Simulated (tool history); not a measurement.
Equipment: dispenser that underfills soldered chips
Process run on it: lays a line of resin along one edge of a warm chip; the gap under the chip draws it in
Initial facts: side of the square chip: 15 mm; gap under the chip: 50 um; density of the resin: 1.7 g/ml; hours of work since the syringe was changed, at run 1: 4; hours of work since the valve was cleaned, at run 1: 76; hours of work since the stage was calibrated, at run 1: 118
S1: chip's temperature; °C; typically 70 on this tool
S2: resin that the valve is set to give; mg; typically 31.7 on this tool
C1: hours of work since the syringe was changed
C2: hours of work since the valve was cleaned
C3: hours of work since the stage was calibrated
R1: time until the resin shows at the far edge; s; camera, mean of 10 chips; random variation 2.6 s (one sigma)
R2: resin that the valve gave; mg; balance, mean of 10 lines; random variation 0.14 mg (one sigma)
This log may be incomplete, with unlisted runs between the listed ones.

Run 1, hour 0.0: usual settings; C1 4; C2 76; C3 118. Result: R1 300.2 s, R2 30.21 mg.
Run 2, hour 4.5: usual settings; C1 7; C2 79; C3 120. Result: R1 337.1 s, R2 30.00 mg.
At hour 7.9: new syringe of resin.
Run 3, hour 10.0: usual settings; C1 1; C2 82; C3 124. Result: R1 279.0 s, R2 29.94 mg.
Run 4, hour 14.5: usual settings; C1 4; C2 85; C3 126. Result: R1 307.2 s, R2 29.78 mg.
Run 5, hour 19.1: usual settings; C1 7; C2 87; C3 129. Result: R1 340.6 s, R2 29.60 mg.
At hour 22.1: new syringe of resin.
Run 6, hour 22.9: usual settings; C1 0; C2 89; C3 131. Result: R1 266.5 s, R2 29.63 mg.
Run 7, hour 30.3: usual settings; C1 5; C2 94; C3 136. Result: R1 321.2 s, R2 29.68 mg.
At hour 36.4: new syringe of resin.
Run 8, hour 38.2: usual settings; C1 1; C2 98; C3 140. Result: R1 266.8 s, R2 29.14 mg.
Run 9, hour 42.0: usual settings; C1 3; C2 101; C3 143. Result: R1 293.0 s, R2 29.34 mg.
Run 10, hour 48.2: usual settings; C1 7; C2 104; C3 146. Result: R1 335.8 s, R2 29.24 mg.
At hour 50.4: new syringe of resin.
Run 11, hour 55.8: usual settings but S1 61 °C; C1 3; C2 109; C3 151. Result: R1 411.3 s, R2 29.03 mg.
Run 12, hour 62.4: usual settings; C1 7; C2 113; C3 155. Result: R1 343.6 s, R2 29.19 mg.
At hour 64.5: new syringe of resin.
Run 13, hour 67.1: usual settings; C1 2; C2 116; C3 157. Result: R1 278.3 s, R2 28.97 mg.
Run 14, hour 74.5: usual settings but S1 67 °C, S2 36.2 mg; C1 6; C2 120; C3 162. Result: R1 366.8 s, R2 33.12 mg.
At hour 79.0: new syringe of resin.
Run 15, hour 79.7: usual settings but S1 73 °C, S2 39.2 mg; C1 0; C2 123; C3 165. Result: R1 237.4 s, R2 35.88 mg.
At hour 85.1: dispensing valve cleaned and set on the balance.
Run 16, hour 85.1: usual settings but S1 67 °C, S2 33.4 mg; C1 3; C2 0; C3 167. Result: R1 328.6 s, R2 33.38 mg.
Run 17, hour 90.0: usual settings but S2 34.9 mg; C1 6; C2 3; C3 170. Result: R1 324.8 s, R2 34.72 mg.
At hour 93.9: new syringe of resin.
Run 18, hour 98.6: usual settings but S1 58 °C, S2 30.7 mg; C1 3; C2 8; C3 175. Result: R1 462.9 s, R2 30.72 mg.
Run 19, hour 106.7: usual settings but S1 58 °C, S2 30.7 mg; C1 8; C2 13; C3 180. Result: R1 553.5 s, R2 30.60 mg.
At hour 108.5: new syringe of resin.
Run 20, hour 112.5: usual settings but S1 62 °C, S2 34.8 mg; C1 2; C2 16; C3 184. Result: R1 389.4 s, R2 34.52 mg.
Run 21, hour 118.8: usual settings but S1 63 °C, S2 28.4 mg; C1 6; C2 20; C3 187. Result: R1 436.6 s, R2 28.07 mg.
At hour 122.8: new syringe of resin.
Run 22, hour 124.8: usual settings but S1 83 °C, S2 38.6 mg; C1 1; C2 23; C3 191. Result: R1 162.4 s, R2 37.88 mg.
Run 23, hour 128.8: usual settings but S2 37.2 mg; C1 4; C2 26; C3 193. Result: R1 283.6 s, R2 36.67 mg.
At hour 136.9: new syringe of resin.
Run 24, hour 137.3: usual settings but S1 71 °C, S2 37.2 mg; C1 0; C2 31; C3 198. Result: R1 244.5 s, R2 36.15 mg.

4 options for the next run, each taken on its own from the tool as it stands now. Forecast them:
Run A, hour 140.9: usual settings but S1 66 °C, S2 29.4 mg; C1 2; C2 33; C3 200. Result: R1 ?, R2 ?.
Run B, hour 140.9: usual settings but S1 65 °C, S2 27.8 mg; C1 2; C2 33; C3 200. Result: R1 ?, R2 ?.
Run C, hour 140.9: usual settings but S1 55 °C, S2 34.8 mg; C1 2; C2 33; C3 200. Result: R1 ?, R2 ?.
Run D, hour 140.9: usual settings but S1 84 °C, S2 39.1 mg; C1 2; C2 33; C3 200. Result: R1 ?, R2 ?.

run     R1     R2
  A  328.0  28.56
  B  347.7  27.12
  C  502.3  33.93
  D  164.4  38.00
Stripped of hidden state, with their random variation kept, the same runs would have yielded:
run     R1     R2
  A  306.3  29.25
  B  324.3  27.78
  C  470.7  34.76
  D  153.6  38.93
